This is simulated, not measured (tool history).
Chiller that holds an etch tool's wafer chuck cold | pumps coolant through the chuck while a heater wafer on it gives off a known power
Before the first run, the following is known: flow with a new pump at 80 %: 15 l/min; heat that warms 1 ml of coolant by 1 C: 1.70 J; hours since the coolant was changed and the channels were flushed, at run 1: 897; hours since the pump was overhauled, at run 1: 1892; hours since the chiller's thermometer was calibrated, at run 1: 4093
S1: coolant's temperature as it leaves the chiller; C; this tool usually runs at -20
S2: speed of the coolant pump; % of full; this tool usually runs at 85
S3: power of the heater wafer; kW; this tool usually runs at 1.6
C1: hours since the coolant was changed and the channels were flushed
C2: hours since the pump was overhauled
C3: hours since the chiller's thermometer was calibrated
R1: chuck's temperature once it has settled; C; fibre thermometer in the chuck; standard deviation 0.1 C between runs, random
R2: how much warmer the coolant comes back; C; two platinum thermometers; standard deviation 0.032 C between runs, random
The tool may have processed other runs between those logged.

run	hour	S1	S2	S3	C1	C2	C3	R1	R2
1	0	-20	85	1.6	897	1892	4093	-6	3.62
2	50.7	-20	85	1.6	948	1943	4144	-5.8	3.65
3	111.7	-20	85	1.6	1009	2004	4205	-5.9	3.58
4	158	-20	85	1.6	1055	2050	4251	-5.9	3.63
5	234.9	-20	85	1.6	1132	2127	4328	-5.7	3.6
6	319.7	-20	85	1.6	1217	2212	4413	-6	3.62
7	370.9	-20	85	1.6	1268	2263	4464	-5.7	3.65
8	432	-20	85	1.6	1329	2324	4525	-5.5	3.67
9	504.7	-20	85	1.6	1402	2397	4598	-5.5	3.7
10	584.1	-20	85	1.6	1481	2476	4677	-5.7	3.6
11	669	-20	85	1.6	1566	2561	4762	-5.5	3.69
12	740.8	-20	90	1.6	1638	2633	4834	-6.1	3.45
13	817.1	-20	90	1.6	1714	2709	4910	-6	3.41
14	902.1	-20	90	1.6	1799	2794	4995	-6.1	3.41
15	946.6	-20	90	1.6	1844	2838	5040	-5.9	3.41
16	1026	-20	85	1.698	1923	2918	5119	-4.4	3.87
17	1104.6	-24	97	1.883	2002	2996	5198	-8.5	3.69

For run 18, what comes out?
18	1146.9	-24	97	1.883	2044	3039	5240	?	?

R1: -8.4 C
R2: 3.71 C
Had the tool carried no hidden state, the very same run would have given R1 -10.2 C, R2 3.56 C.

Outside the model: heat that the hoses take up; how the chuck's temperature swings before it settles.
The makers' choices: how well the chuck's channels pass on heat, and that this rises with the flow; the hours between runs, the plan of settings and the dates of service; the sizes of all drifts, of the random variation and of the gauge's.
